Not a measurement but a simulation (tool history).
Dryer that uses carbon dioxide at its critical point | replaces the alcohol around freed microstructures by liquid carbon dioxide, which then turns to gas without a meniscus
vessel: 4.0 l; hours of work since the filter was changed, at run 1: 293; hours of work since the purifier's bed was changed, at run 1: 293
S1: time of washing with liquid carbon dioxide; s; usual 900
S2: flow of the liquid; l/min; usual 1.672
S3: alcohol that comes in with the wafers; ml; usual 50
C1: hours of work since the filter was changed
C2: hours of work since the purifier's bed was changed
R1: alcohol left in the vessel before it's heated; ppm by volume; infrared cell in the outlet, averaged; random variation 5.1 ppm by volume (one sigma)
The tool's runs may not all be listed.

run,day,S1,S2,S3,C1,C2,R1
1,0,900,1.672,50,293,293,113
2,0.4,900,1.672,50,299,299,108
3,0.658,900,1.672,50,302,302,107
4,0.883,900,1.672,50,306,306,107
5,1.412,900,1.672,50,313,313,114
6,1.708,900,1.672,50,317,317,113
7,2.067,900,1.672,50,322,322,102
8,2.588,900,1.672,50,330,330,112
9,2.862,900,1.672,50,333,333,116
10,3.196,900,1.672,50,338,338,114
11,3.425,900,2.14,50,341,341,46
12,3.867,900,1.07,63,348,348,640
13,4.333,960,1.4,50,354,354,167
14,4.746,960,1.4,50,360,360,171
15,5.262,600,2.16,34,367,367,157
16,5.667,1140,1.19,37,373,373,133
17,5.917,1440,1.17,23,376,376,51
18,6.229,900,1.29,104,381,381,581
19,6.612,1200,1.672,81,386,386,60
# day 6.921: inlet filter changed
20,7.154,1200,1.42,26,3,393,45
21,7.446,1200,1.42,26,7,397,51
22,7.7,540,1.24,50,11,401,1129

Forecast each of these 3 alternatives for the next run:
A,8.179,1440,1.24,50,18,408,?
B,8.179,900,1.672,107,18,408,?
C,8.179,900,1.19,36,18,408,?

run,R1
A,55
B,152
C,225
Without the tool's hidden state the same runs would have given:
run,R1
A,22
B,116
C,187
